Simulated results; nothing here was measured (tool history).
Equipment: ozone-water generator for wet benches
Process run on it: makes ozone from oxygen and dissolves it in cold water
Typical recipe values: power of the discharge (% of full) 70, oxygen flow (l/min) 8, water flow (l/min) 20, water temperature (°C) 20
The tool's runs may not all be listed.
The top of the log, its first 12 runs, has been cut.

run,hour,power of the discharge (% of full),oxygen flow (l/min),water flow (l/min),water temperature (°C),hours of work since the electrodes were changed,hours of work since the contactor was cleaned,hours of work since the thermometer was calibrated,dissolved ozone (ppm),ozone in the gas ahead of the water (g/m3)
13,797,70,8,20,15,2540,301,349,22.5,154.6
14,855.5,70,8,20,15,2586,347,396,22.9,155.9
15,900.9,66,8,20,20,2623,384,432,19.7,148.7
16,981.8,70,8,20,20,2688,449,497,20.9,155.3
17,1061.5,70,8,20,20,2752,513,561,20.6,154.4
18,1124.8,80,6.39,31,20,2802,563,612,15.9,186.5
19,1163.2,70,12.72,16,20,2833,594,643,22.7,127.6
20,1200.2,70,12.72,16,20,2863,624,672,22.2,126
21,1242.4,70,10.07,21,19,2897,658,706,20,138.1
22,1311.4,70,10.07,21,19,2952,713,762,19.9,138.4
23,1353.4,51,4.24,20,17,2986,747,795,16.1,159.6
24,1405.1,51,4.24,20,17,3027,788,837,16.1,158.8
25,1490.5,70,12.61,20,16,3096,857,905,21.5,123.7
26,1547.5,70,12.61,20,16,3141,902,951,21.6,123.9
27,1600.9,70,12.61,20,24,3184,945,994,17.9,124.4
28,1674.5,70,12.61,20,24,3243,1004,1053,17.8,125.7
29,1760.3,70,12.61,20,24,3312,1073,1121,18,124.5
30,1803.8,70,12.61,20,24,3347,1108,1156,17.9,122.4
31,1879.1,70,9.93,16,14,3407,1168,1217,25.2,136.9
32,1960.3,70,4.91,20,22,3472,1233,1282,18.7,184.5
33,2009.3,70,4.91,20,22,3511,1272,1321,18.3,182.7

Consider 4 possible next runs. They are alternatives, not a sequence: every one starts from the tool as it was left by run 33. What does each give?
A,2086.1,70,8,20,19,3573,1334,1383,?,?
B,2086.1,70,8,22,13,3573,1334,1383,?,?
C,2086.1,44,4.91,22,22,3573,1334,1383,?,?
D,2086.1,76,7.42,20,12,3573,1334,1383,?,?

run,dissolved ozone (ppm),ozone in the gas ahead of the water (g/m3)
A,19.8,146.8
B,20.5,145.9
C,12.3,132.2
D,23.9,162
Had the tool no hidden state, the same runs would have come out as:
run,dissolved ozone (ppm),ozone in the gas ahead of the water (g/m3)
A,23.7,171.9
B,24.5,170.8
C,13.9,146.4
D,28.8,191.4

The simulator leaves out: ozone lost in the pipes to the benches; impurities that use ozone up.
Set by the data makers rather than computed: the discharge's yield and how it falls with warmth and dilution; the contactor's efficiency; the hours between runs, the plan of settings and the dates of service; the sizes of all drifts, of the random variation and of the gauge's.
